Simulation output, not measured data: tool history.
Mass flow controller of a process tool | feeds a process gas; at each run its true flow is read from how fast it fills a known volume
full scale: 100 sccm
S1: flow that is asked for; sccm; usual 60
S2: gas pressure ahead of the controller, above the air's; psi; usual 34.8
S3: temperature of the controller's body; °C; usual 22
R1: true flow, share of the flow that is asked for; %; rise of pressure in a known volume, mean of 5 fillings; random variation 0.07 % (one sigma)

run   hour  S1    S2  S3     R1
  1    0.0  60  34.8  22  98.72
  2   48.2  60  34.8  22  98.59
  3  123.2  60  34.8  22  98.49
  4  197.8  60  34.8  22  98.45
  5  253.7  60  34.2  22  98.23
  6  288.9  15  34.2  22  96.47
  7  352.2  15  34.2  22  96.57
  8  426.2  37  21.9  24  97.35
  9  463.1  17  35.5  24  96.43
 10  506.7  22  30.5  24  96.55
 11  584.2  22  30.5  24  96.64
 12  652.8  11  35.5  20  95.99
 13  695.4  60  20.6  27  97.85
 14  726.6  60  20.6  27  97.74

Forecast each of these 5 alternatives for the next run:
  A  769.0  87  38.3  33   ?
  B  769.0  60  20.6  32   ?
  C  769.0  91  32.8  22   ?
  D  769.0  38  37.6  22   ?
  E  769.0  60  20.6  36   ?

run     R1
  A  98.07
  B  97.49
  C  98.59
  D  96.71
  E  97.40
Without the tool's hidden state the same runs would have given:
run     R1
  A  99.11
  B  98.52
  C  99.63
  D  97.73
  E  98.43
